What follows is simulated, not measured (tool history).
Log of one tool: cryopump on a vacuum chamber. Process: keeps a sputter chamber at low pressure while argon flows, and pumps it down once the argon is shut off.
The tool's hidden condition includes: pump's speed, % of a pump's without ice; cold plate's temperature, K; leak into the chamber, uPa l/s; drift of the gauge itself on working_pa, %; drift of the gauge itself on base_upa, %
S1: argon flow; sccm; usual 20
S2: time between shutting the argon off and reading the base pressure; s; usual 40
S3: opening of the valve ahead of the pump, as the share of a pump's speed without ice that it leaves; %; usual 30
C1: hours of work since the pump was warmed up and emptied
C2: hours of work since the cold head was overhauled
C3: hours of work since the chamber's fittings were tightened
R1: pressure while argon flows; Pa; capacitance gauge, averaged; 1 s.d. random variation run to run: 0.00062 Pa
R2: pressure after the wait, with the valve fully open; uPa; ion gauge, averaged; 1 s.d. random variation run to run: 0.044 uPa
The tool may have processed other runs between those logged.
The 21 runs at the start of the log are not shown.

{"run": 22, "day": 10.771, "S1": 9, "S2": 97, "S3": 21, "C1": 523, "C2": 523, "C3": 403, "R1": 0.0619, "R2": 2.09}
{"run": 23, "day": 11.075, "S1": 9, "S2": 97, "S3": 21, "C1": 527, "C2": 527, "C3": 407, "R1": 0.0635, "R2": 2.1}
{"run": 24, "day": 11.454, "S1": 11, "S2": 26, "S3": 20, "C1": 532, "C2": 532, "C3": 412, "R1": 0.0798, "R2": 4.9}
{"run": 25, "day": 12.004, "S1": 20, "S2": 42, "S3": 30, "C1": 540, "C2": 540, "C3": 420, "R1": 0.1002, "R2": 3.48}
{"run": 26, "day": 12.638, "S1": 28, "S2": 119, "S3": 30, "C1": 548, "C2": 548, "C3": 428, "R1": 0.1404, "R2": 1.96}
{"run": 27, "day": 13.188, "S1": 20, "S2": 45, "S3": 45, "C1": 556, "C2": 556, "C3": 436, "R1": 0.0709, "R2": 3.27}
{"run": 28, "day": 13.633, "S1": 20, "S2": 97, "S3": 33, "C1": 562, "C2": 562, "C3": 442, "R1": 0.0928, "R2": 2.19}
{"run": 29, "day": 14.329, "S1": 20, "S2": 97, "S3": 33, "C1": 571, "C2": 571, "C3": 451, "R1": 0.0927, "R2": 2.17}
{"run": 30, "day": 14.671, "S1": 20, "S2": 176, "S3": 25, "C1": 575, "C2": 575, "C3": 455, "R1": 0.1186, "R2": 1.76}
{"run": 31, "day": 15.008, "S1": 20, "S2": 176, "S3": 25, "C1": 580, "C2": 580, "C3": 460, "R1": 0.1209, "R2": 1.78}
{"run": 32, "day": 15.717, "S1": 28, "S2": 136, "S3": 16, "C1": 589, "C2": 589, "C3": 469, "R1": 0.2553, "R2": 1.99}
{"run": 33, "day": 16.333, "S1": 12, "S2": 136, "S3": 45, "C1": 598, "C2": 598, "C3": 478, "R1": 0.0427, "R2": 2.01}
{"run": 34, "day": 16.938, "S1": 35, "S2": 40, "S3": 30, "C1": 606, "C2": 606, "C3": 486, "R1": 0.1756, "R2": 3.69}

Branching from run 34: 3 alternative next runs. What would each branch give?
{"run": "A", "day": 17.371, "S1": 20, "S2": 40, "S3": 31, "C1": 611, "C2": 611, "C3": 492, "R1": "?", "R2": "?"}
{"run": "B", "day": 17.371, "S1": 20, "S2": 90, "S3": 51, "C1": 611, "C2": 611, "C3": 492, "R1": "?", "R2": "?"}
{"run": "C", "day": 17.371, "S1": 40, "S2": 53, "S3": 29, "C1": 611, "C2": 611, "C3": 492, "R1": "?", "R2": "?"}

run=A R1=0.0992 R2=3.64
run=B R1=0.0641 R2=2.46
run=C R1=0.2094 R2=3.09
The same runs, with their run-to-run variation unchanged, on a tool lacking any hidden condition would have given:
run=A R1=0.0906 R2=2.57
run=B R1=0.0555 R2=1.35
run=C R1=0.1923 R2=2.02

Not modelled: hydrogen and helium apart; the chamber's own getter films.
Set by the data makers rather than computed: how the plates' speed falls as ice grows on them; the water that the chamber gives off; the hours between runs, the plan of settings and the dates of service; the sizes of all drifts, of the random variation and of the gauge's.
